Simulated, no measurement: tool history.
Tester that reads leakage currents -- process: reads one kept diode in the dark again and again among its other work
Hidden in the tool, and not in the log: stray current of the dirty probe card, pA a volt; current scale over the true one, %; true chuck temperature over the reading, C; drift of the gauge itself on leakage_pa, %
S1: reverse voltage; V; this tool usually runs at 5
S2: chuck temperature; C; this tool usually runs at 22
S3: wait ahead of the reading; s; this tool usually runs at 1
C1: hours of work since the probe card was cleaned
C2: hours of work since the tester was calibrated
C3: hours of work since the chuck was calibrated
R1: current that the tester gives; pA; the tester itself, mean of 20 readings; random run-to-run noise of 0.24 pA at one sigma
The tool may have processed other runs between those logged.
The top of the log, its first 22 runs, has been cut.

Run 23, hour 841.4: usual settings but S1 10.11 V, S2 28 C, S3 6.76 s; C1 2537; C2 785; C3 525. Result: R1 197.27 pA.
Run 24, hour 884: usual settings but S1 10.11 V, S2 28 C, S3 2.11 s; C1 2563; C2 811; C3 550. Result: R1 196.92 pA.
Run 25, hour 930.5: usual settings but S1 1.69 V, S2 33 C; C1 2591; C2 839; C3 578. Result: R1 133.67 pA.
Run 26, hour 977.9: usual settings but S1 6.89 V; C1 2619; C2 867; C3 607. Result: R1 104.7 pA.
Run 27, hour 1009.7: usual settings but S1 6.89 V; C1 2639; C2 887; C3 626. Result: R1 104.48 pA.
Run 28, hour 1034.4: usual settings but S1 16.12 V, S2 44 C, S3 1.52 s; C1 2653; C2 901; C3 641. Result: R1 806.32 pA.
Run 29, hour 1082.8: usual settings but S2 23 C; C1 2683; C2 931; C3 670. Result: R1 96.09 pA.
Run 30, hour 1106.6: usual settings but S3 1.01 s; C1 2697; C2 945; C3 684. Result: R1 89.29 pA.
At hour 1114.5: probe card cleaned and baked.
Run 31, hour 1151.8: usual settings but S2 33 C, S3 0.61 s; C1 22; C2 970; C3 710. Result: R1 194.45 pA.
Run 32, hour 1178.9: usual settings but S1 1.29 V; C1 39; C2 987; C3 726. Result: R1 43.5 pA.
Run 33, hour 1225.8: usual settings but S2 29 C, S3 4.23 s; C1 67; C2 1015; C3 754. Result: R1 137.07 pA.
Run 34, hour 1275.6: usual settings but S2 29 C, S3 4.23 s; C1 97; C2 1045; C3 784. Result: R1 136.94 pA.
Run 35, hour 1314.7: usual settings but S3 1.49 s; C1 120; C2 1068; C3 808. Result: R1 73.83 pA.
Run 36, hour 1353.1: usual settings but S3 1.49 s; C1 144; C2 1091; C3 831. Result: R1 74.12 pA.
Run 37, hour 1385.6: usual settings but S3 1.49 s; C1 163; C2 1111; C3 850. Result: R1 74 pA.
Run 38, hour 1438.7: usual settings but S1 4.52 V, S2 29 C; C1 195; C2 1143; C3 882. Result: R1 131.14 pA.
Run 39, hour 1489.1: usual settings but S1 19.71 V, S2 26 C; C1 226; C2 1173; C3 913. Result: R1 184.2 pA.

Each row is a separate what-if for the run after 39, all from the same tool condition, not one after another. Results?
Run A, hour 1539.5: usual settings but S1 4.75 V, S2 28 C, S3 6.48 s; C1 256; C2 1204; C3 943. Result: R1 ?.
Run B, hour 1539.5: usual settings but S1 19.71 V, S2 26 C, S3 1.29 s; C1 256; C2 1204; C3 943. Result: R1 ?.
Run C, hour 1539.5: usual settings but S1 13.48 V, S2 21 C, S3 0.45 s; C1 256; C2 1204; C3 943. Result: R1 ?.
Run D, hour 1539.5: usual settings but S1 2.92 V, S2 56 C, S3 3.2 s; C1 256; C2 1204; C3 943. Result: R1 ?.
Run E, hour 1539.5: usual settings but S2 25 C; C1 256; C2 1204; C3 943. Result: R1 ?.

run      R1
  A  122.36
  B  184.15
  C  105.76
  D  954.58
  E   96.61
Take away the tool's hidden state, keep each run's random variation, and the runs would have read:
run       R1
  A   129.17
  B   190.43
  C   108.64
  D  1007.14
  E   101.69
